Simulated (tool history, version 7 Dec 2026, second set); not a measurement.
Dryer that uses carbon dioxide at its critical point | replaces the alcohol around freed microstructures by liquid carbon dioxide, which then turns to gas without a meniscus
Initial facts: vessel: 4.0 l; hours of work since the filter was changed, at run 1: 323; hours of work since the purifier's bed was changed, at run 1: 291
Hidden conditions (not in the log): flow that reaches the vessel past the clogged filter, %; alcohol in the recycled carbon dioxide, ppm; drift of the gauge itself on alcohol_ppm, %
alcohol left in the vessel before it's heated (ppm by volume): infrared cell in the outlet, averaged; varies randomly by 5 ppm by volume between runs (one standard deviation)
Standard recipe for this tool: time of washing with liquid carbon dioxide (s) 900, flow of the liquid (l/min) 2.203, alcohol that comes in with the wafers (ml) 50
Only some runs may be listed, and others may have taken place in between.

run	hour	time of washing with liquid carbon dioxide (s)	flow of the liquid (l/min)	alcohol that comes in with the wafers (ml)	hours of work since the filter was changed	hours of work since the purifier's bed was changed	alcohol left in the vessel before it's heated (ppm by volume)
1	0	900	2.203	50	323	291	32
2	17	900	2.203	50	329	298	35
3	34.5	900	2.203	50	336	304	37
# hour 45.8: inlet filter changed
4	54.3	900	2.203	50	3	312	40
5	72.2	900	2.203	50	10	319	36
6	86.9	900	2.203	29	16	324	32
7	104.9	900	2.203	29	23	331	42
8	113.3	840	1.36	25	26	335	113
9	130.1	900	2.203	84	33	341	45
10	144.3	1020	2.75	21	38	347	36
11	157.4	1020	1.8	53	43	352	41
12	169.5	660	1.51	103	48	357	625
13	183.8	660	1.51	28	54	362	181
14	195	660	1.51	28	58	366	204

Predict each of these 4 candidate next runs independently; none follows another, all start after run 14:
A	214.7	960	2.71	38	66	374	?
B	214.7	660	1.98	28	66	374	?
C	214.7	660	1.59	28	66	374	?
D	214.7	660	1.51	72	66	374	?

run	alcohol left in the vessel before it's heated (ppm by volume)
A	39
B	76
C	171
D	448
Had the tool no hidden state, the same runs would have come out as:
run	alcohol left in the vessel before it's heated (ppm by volume)
A	9
B	42
C	131
D	389

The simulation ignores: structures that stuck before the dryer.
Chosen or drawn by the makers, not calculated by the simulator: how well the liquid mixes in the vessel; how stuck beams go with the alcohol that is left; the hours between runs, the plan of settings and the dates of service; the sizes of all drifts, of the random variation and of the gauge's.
